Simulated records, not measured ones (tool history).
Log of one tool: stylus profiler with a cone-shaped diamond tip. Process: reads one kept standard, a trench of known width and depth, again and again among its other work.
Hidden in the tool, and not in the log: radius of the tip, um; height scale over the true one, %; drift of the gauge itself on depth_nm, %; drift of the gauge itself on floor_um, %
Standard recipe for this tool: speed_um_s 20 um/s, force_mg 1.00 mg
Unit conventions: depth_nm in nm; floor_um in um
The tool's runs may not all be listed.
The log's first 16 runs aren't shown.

run,day,speed_um_s,force_mg,scans with this tip,hours of work since the height scale was calibrated,depth_nm,floor_um
17,19.792,20,1.00,8167,731,201.81,27.86
18,21.242,20,1.96,8435,755,202.86,27.84
19,22.158,20,1.96,8604,770,202.91,27.80
20,23.217,20,1.96,8800,787,202.83,27.85
21,24.871,20,1.96,9106,815,202.77,27.82
22,26.200,20,1.47,9352,837,202.41,27.83
23,27.571,20,1.47,9605,859,202.38,27.82
24,28.792,20,1.47,9831,880,202.24,27.91
# day 29.638: new tip fitted, height scale calibrated
25,30.250,55,1.76,113,10,202.65,27.58

The next listed run, before its measurement:
26,31.796,55,1.76,398,36,?,?

{"run 26": {"depth_nm": 202.57, "floor_um": 27.62}}
Take away the tool's hidden state, keep the run-to-run variation as it was, and the same run would have given depth_nm 202.56 nm, floor_um 27.62 um.
